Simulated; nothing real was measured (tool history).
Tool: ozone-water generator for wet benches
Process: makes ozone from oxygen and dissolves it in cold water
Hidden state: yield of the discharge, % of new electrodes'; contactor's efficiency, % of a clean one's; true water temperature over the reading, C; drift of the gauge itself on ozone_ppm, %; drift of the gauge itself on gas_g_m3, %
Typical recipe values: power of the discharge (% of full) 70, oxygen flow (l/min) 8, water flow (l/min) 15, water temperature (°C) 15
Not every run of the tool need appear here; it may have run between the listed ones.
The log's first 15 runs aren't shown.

run	hour	power of the discharge (% of full)	oxygen flow (l/min)	water flow (l/min)	water temperature (°C)	hours of work since the electrodes were changed	hours of work since the contactor was cleaned	hours of work since the thermometer was calibrated	dissolved ozone (ppm)	ozone in the gas ahead of the water (g/m3)
16	1161.1	70	5.4	15	15	766	4179	2360	22.9	214.4
17	1237.7	83	14.36	15	18	813	4227	2408	23.9	165.6
18	1305	48	7.03	12	20	855	4269	2450	16.9	133.4
19	1403.9	50	7.03	12	19	917	4331	2512	17.7	137.2
20	1516.1	70	8	16	9	987	4401	2582	24.2	178.7
21	1600.6	82	12.43	15	15	1040	4453	2635	25.8	171.7
22	1649.5	80	8	15	15	1071	4484	2665	25.9	202.1
23	1706.3	49	9.48	21	18	1106	4519	2701	12.3	118.3
24	1790	70	8	15	9	1158	4572	2753	25.7	175.7
25	1892.1	70	8	15	9	1222	4635	2817	25.2	175.5
26	1988.5	70	9.12	20	18	1282	4696	2877	17.5	166.5
27	2089.8	70	9.12	20	18	1346	4759	2940	17.8	166.7
28	2200.9	70	8	23	15	1415	4828	3010	16.8	175.2
29	2276.2	43	5.25	15	18	1462	4875	3057	13.8	131.6
30	2350.5	43	5.25	15	18	1508	4922	3103	13.7	132
31	2409	43	5.7	15	18	1545	4958	3140	13.8	126.4
32	2475	70	8	15	10	1586	4999	3181	25.2	172.9

What if the next run were any one of these 4? Each begins from the tool's condition after run 32:
A	2533	70	8	21	13	1622	5036	3217	?	?
B	2533	70	10.32	15	10	1622	5036	3217	?	?
C	2533	45	8	15	10	1622	5036	3217	?	?
D	2533	49	4.68	15	10	1622	5036	3217	?	?

run	dissolved ozone (ppm)	ozone in the gas ahead of the water (g/m3)
A	18.4	172.3
B	24.9	155
C	16.7	115.7
D	17.2	155.9
Had the tool no hidden state, the same runs would have come out as:
run	dissolved ozone (ppm)	ozone in the gas ahead of the water (g/m3)
A	18.5	179.7
B	25	161.7
C	16.7	120.6
D	17.2	162.6
